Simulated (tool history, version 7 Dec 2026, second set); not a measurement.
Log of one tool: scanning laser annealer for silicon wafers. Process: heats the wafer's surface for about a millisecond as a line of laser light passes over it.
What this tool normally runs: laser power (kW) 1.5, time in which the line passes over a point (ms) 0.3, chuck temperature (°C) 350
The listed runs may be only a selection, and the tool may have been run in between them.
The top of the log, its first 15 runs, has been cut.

run,hour,laser power (kW),time in which the line passes over a point (ms),chuck temperature (°C),hours of work since the window was cleaned,hours of work since the power meter was calibrated,hours of work since the optics were aligned,highest temperature of the surface (°C)
16,151.3,1.5,0.358,350,364,324,162,1139
17,163.3,1.572,0.213,364,372,332,170,991
18,169.6,1.572,0.213,319,376,336,174,946
# hour 173.6: laser's power meter calibrated
19,187.4,1.541,0.361,328,386,9,184,1141
# hour 202.1: laser's power meter calibrated, once more
20,202.2,1.541,0.361,328,394,0,192,1146
21,215.8,1.541,0.361,328,403,9,201,1144
22,224.8,1.489,0.3,319,409,15,207,1034
23,232.6,1.366,0.3,352,414,20,212,1001
24,245.6,1.398,0.262,361,422,29,221,982
25,256.7,1.398,0.351,389,430,36,228,1113
26,265.7,1.398,0.351,389,436,42,234,1114
27,280,1.398,0.351,389,445,52,244,1113
28,291.9,1.389,0.355,372,453,60,252,1095
29,299.4,1.478,0.355,314,458,65,257,1087
30,310.3,1.478,0.355,314,466,72,264,1092
31,323.3,1.478,0.263,314,474,81,273,976

Predict each of these 5 candidate next runs independently; none follows another, all start after run 31:
A,333.4,1.632,0.334,331,481,87,280,?
B,333.4,1.609,0.28,363,481,87,280,?
C,333.4,1.5,0.3,339,481,87,280,?
D,333.4,1.465,0.3,341,481,87,280,?
E,333.4,1.5,0.293,350,481,87,280,?

run,highest temperature of the surface (°C)
A,1168
B,1109
C,1054
D,1038
E,1058
The same runs, with their run-to-run variation unchanged, on a tool lacking any hidden condition would have given:
run,highest temperature of the surface (°C)
A,1184
B,1123
C,1068
D,1051
E,1071
